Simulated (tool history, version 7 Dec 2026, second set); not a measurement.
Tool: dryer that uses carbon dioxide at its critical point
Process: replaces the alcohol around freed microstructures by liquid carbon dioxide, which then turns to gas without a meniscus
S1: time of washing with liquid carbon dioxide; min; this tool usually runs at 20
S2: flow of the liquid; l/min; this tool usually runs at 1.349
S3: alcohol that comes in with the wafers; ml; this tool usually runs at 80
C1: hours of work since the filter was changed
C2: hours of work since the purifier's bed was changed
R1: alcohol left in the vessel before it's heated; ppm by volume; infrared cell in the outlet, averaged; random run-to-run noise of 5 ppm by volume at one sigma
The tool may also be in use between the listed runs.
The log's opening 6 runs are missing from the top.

run 7 day=9.733 | S1=20 S2=1.349 S3=24 | C1=221 C2=460 | R1=180
run 8 day=10.812 | S1=20 S2=1.349 S3=24 | C1=236 C2=475 | R1=181
-- day=11.25 inlet filter changed
run 9 day=12.433 | S1=20 S2=0.84 S3=80 | C1=17 C2=497 | R1=649
-- day=14.808 purifier's bed changed
run 10 day=14.933 | S1=31 S2=1.349 S3=80 | C1=50 C2=2 | R1=6
run 11 day=17.346 | S1=31 S2=1.349 S3=80 | C1=84 C2=36 | R1=20
run 12 day=18.962 | S1=31 S2=1.349 S3=80 | C1=107 C2=58 | R1=23
run 13 day=19.983 | S1=20 S2=1.22 S3=80 | C1=121 C2=73 | R1=157
run 14 day=21.65 | S1=20 S2=1.22 S3=80 | C1=144 C2=96 | R1=189
run 15 day=23.133 | S1=20 S2=1.22 S3=72 | C1=165 C2=117 | R1=187
run 16 day=25.083 | S1=20 S2=1.22 S3=72 | C1=193 C2=144 | R1=205
run 17 day=26.396 | S1=29 S2=1.349 S3=80 | C1=211 C2=163 | R1=70
run 18 day=28.096 | S1=29 S2=1.349 S3=80 | C1=235 C2=187 | R1=76
-- day=28.562 inlet filter changed
run 19 day=29.225 | S1=29 S2=1.349 S3=80 | C1=9 C2=202 | R1=71
run 20 day=30.892 | S1=20 S2=1.349 S3=64 | C1=33 C2=225 | R1=108
run 21 day=32.467 | S1=24 S2=1.349 S3=34 | C1=55 C2=248 | R1=94
run 22 day=34.829 | S1=28 S2=1.04 S3=23 | C1=88 C2=281 | R1=101
run 23 day=36.517 | S1=28 S2=1.349 S3=22 | C1=112 C2=305 | R1=99
run 24 day=37.992 | S1=20 S2=0.82 S3=80 | C1=133 C2=325 | R1=850
run 25 day=39.942 | S1=17 S2=1.92 S3=62 | C1=160 C2=353 | R1=134
run 26 day=41.004 | S1=20 S2=2.05 S3=97 | C1=175 C2=368 | R1=130
run 27 day=42.096 | S1=23 S2=1.36 S3=80 | C1=190 C2=383 | R1=163

What does the tool deliver on the next run?
run 28 day=44.425 | S1=26 S2=1.03 S3=80 | C1=223 C2=416 | R1=?

Run 28 gave R1 249 ppm by volume.
Had the tool carried no hidden state, the very same run would have given R1 43 ppm by volume.
